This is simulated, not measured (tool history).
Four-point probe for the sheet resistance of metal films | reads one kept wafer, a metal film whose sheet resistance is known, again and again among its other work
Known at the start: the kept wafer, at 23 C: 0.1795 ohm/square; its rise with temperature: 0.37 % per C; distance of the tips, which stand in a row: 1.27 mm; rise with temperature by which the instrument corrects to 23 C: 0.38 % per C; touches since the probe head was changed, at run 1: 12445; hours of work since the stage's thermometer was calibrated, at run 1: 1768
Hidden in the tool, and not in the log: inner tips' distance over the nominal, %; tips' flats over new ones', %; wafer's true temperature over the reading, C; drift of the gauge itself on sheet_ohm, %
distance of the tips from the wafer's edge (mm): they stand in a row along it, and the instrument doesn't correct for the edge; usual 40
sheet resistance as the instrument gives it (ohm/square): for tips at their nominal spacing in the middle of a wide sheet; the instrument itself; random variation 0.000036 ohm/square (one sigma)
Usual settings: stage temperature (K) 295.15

run   hour  stage temperature (K)  distance of the tips from the wafer's edge (mm)  touches since the probe head was changed  hours of work since the stage's thermometer was calibrated  sheet resistance as the instrument gives it (ohm/square)
  1      0                 295.15                                               40                                     12445                                                        1768                                                  0.179673
  2   10.9                 295.15                                               10                                     12670                                                        1776                                                   0.18108
  3     27                 295.15                                               26                                     13002                                                        1787                                                  0.179791
  4   44.1                 295.15                                               26                                     13355                                                        1799                                                   0.17973
  5   56.8                 295.15                                               26                                     13616                                                        1807                                                  0.179807
  6   73.3                 295.15                                               26                                     13957                                                        1819                                                  0.179776
  7   83.2                 295.15                                                6                                     14161                                                        1826                                                  0.183716
  8    101                 295.15                                                6                                     14529                                                        1838                                                  0.183774
  9    121                 295.15                                               40                                     14942                                                        1852                                                  0.179595
 10  141.8                 295.15                                               40                                     15371                                                        1866                                                  0.179601
 11  160.8                 295.15                                               40                                     15761                                                        1879                                                  0.179672
 12    173                 295.15                                               40                                     16015                                                        1888                                                   0.17966
 13  193.6                 295.15                                               40                                     16439                                                        1902                                                  0.179585
 14  212.3                 295.15                                               40                                     16825                                                        1915                                                  0.179634
 15  232.3                 295.15                                               40                                     17238                                                        1929                                                  0.179578
 16  245.5                 295.15                                               40                                     17510                                                        1938                                                   0.17958
 17  254.8                 295.15                                               40                                     17703                                                        1944                                                  0.179571
 18  269.3                 295.15                                               40                                     18000                                                        1954                                                  0.179635
 19  289.6                 295.15                                               40                                     18420                                                        1968                                                  0.179706
     291.2  -- stage's thermometer calibrated
 20  305.4                 295.15                                               40                                     18735                                                          10                                                  0.179561
 21  319.1                 295.15                                               40                                     19017                                                          19                                                  0.179598
 22  328.1                 295.15                                               40                                     19205                                                          26                                                  0.179561
 23  346.2                 295.15                                               40                                     19578                                                          38                                                  0.179567
 24  361.4                 299.15                                                3                                     19891                                                          48                                                  0.195102
 25  371.9                 291.15                                               40                                     20108                                                          56                                                  0.179646
 26  390.2                 293.15                                               11                                     20484                                                          68                                                  0.180811
 27  400.1                 299.15                                               11                                     20690                                                          75                                                  0.180732
 28  409.3                 292.15                                               55                                     20878                                                          82                                                  0.179567
 29  425.1                 304.15                                                3                                     21205                                                          92                                                  0.195027
 30  445.2                 305.15                                               65                                     21619                                                         106                                                  0.179339
 31    457                 296.15                                               31                                     21864                                                         115                                                  0.179677
 32  470.7                 299.15                                               22                                     22147                                                         124                                                  0.179789
 33  482.7                 305.15                                                4                                     22393                                                         132                                                  0.188533
 34  492.2                 295.15                                                4                                     22589                                                         139                                                  0.188684
 35  508.7                 295.15                                               46                                     22929                                                         150                                                  0.179591
 36  526.2                 297.15                                                5                                     23291                                                         162                                                  0.185524
 37  540.5                 294.15                                                5                                     23586                                                         172                                                  0.185562
 38  554.3                 301.15                                               40                                     23871                                                         182                                                  0.179598
 39  571.2                 301.15                                               40                                     24220                                                         193                                                   0.17952
 40  581.3                 295.15                                               13                                     24429                                                         200                                                  0.180496
 41  595.9                 295.15                                               13                                     24729                                                         210                                                  0.180433
 42  610.3                 302.15                                               17                                     25027                                                         220                                                  0.179986
 43  624.8                 293.15                                               19                                     25325                                                         230                                                  0.179996
 44  640.4                 296.15                                               19                                     25647                                                         241                                                  0.179893

4 ways to go on from here, each from the tool as it stands after run 44. What would each give?
  A  650.7                 295.15                                                7                                     25859                                                         248                                                         ?
  B  650.7                 300.15                                               21                                     25859                                                         248                                                         ?
  C  650.7                 305.15                                               40                                     25859                                                         248                                                         ?
  D  650.7                 293.15                                               14                                     25859                                                         248                                                         ?

run  sheet resistance as the instrument gives it (ohm/square)
  A                                                  0.182648
  B                                                  0.179802
  C                                                  0.179469
  D                                                  0.180311
Without the tool's hidden state the same runs would have given:
run  sheet resistance as the instrument gives it (ohm/square)
  A                                                  0.182637
  B                                                  0.179791
  C                                                  0.179458
  D                                                    0.1803
